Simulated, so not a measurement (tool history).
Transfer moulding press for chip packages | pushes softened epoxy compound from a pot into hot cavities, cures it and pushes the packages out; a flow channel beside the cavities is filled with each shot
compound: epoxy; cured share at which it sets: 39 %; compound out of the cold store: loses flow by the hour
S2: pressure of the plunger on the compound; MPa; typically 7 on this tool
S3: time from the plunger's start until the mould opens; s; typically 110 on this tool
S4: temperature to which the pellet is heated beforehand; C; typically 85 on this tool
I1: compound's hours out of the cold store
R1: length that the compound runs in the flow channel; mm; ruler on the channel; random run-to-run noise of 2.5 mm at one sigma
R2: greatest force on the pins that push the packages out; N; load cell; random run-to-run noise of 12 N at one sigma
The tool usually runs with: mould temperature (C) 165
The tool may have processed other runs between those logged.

run 1 hour=0 | mould_temperature_(C)=165 S2=7 S3=110 S4=85 | I1=8.5 | R1=737 R2=625
-- hour=16.1 plunger's sealing rings changed
run 2 hour=17.7 | mould_temperature_(C)=165 S2=7 S3=110 S4=85 | I1=15.4 | R1=733 R2=702
run 3 hour=31.1 | mould_temperature_(C)=165 S2=7 S3=110 S4=85 | I1=9.4 | R1=756 R2=812
run 4 hour=43.6 | mould_temperature_(C)=165 S2=7 S3=110 S4=85 | I1=19.6 | R1=727 R2=822
run 5 hour=51.1 | mould_temperature_(C)=165 S2=7 S3=110 S4=85 | I1=34.6 | R1=679 R2=790
-- hour=53.3 cavities cleaned with cleaning compound and waxed
run 6 hour=64 | mould_temperature_(C)=165 S2=7 S3=110 S4=85 | I1=17.7 | R1=727 R2=675
run 7 hour=78.4 | mould_temperature_(C)=165 S2=5.36 S3=110 S4=85 | I1=34.7 | R1=594 R2=713
run 8 hour=90.4 | mould_temperature_(C)=165 S2=7.51 S3=140 S4=85 | I1=10.4 | R1=776 R2=554
-- hour=104.2 cavities cleaned with cleaning compound and waxed
run 9 hour=107 | mould_temperature_(C)=166 S2=6.07 S3=134 S4=95 | I1=22.5 | R1=659 R2=417
run 10 hour=119.8 | mould_temperature_(C)=173 S2=6.07 S3=147 S4=95 | I1=39.5 | R1=599 R2=409
run 11 hour=127.9 | mould_temperature_(C)=173 S2=6.07 S3=147 S4=95 | I1=36.5 | R1=600 R2=428
run 12 hour=136.7 | mould_temperature_(C)=173 S2=6.07 S3=147 S4=75 | I1=40.5 | R1=591 R2=446
run 13 hour=148 | mould_temperature_(C)=173 S2=6.07 S3=147 S4=82 | I1=14.5 | R1=663 R2=484

Below, each run's measurement less what the same run would have read without the hidden state. Both values contain the same run-to-run variation, but the gauge's scatter may not be the same in both:
What the log doesn't record here: true mould temperature over the reading, C; pressure that reaches the compound, % of what is set; grip of the stained cavities, % over clean ones'; drift of the gauge itself on flow_mm, %; drift of the gauge itself on push_out_n, %.
run=1 R1=-19 R2=+46
run=2 R1=+1 R2=+134
run=3 R1=+0 R2=+216
run=4 R1=+0 R2=+251
run=5 R1=-1 R2=+258
run=6 R1=-1 R2=+118
run=7 R1=-2 R2=+183
run=8 R1=-2 R2=+152
run=9 R1=-3 R2=+25
run=10 R1=-3 R2=+57
run=11 R1=-4 R2=+80
run=12 R1=-4 R2=+102
run=13 R1=-5 R2=+129
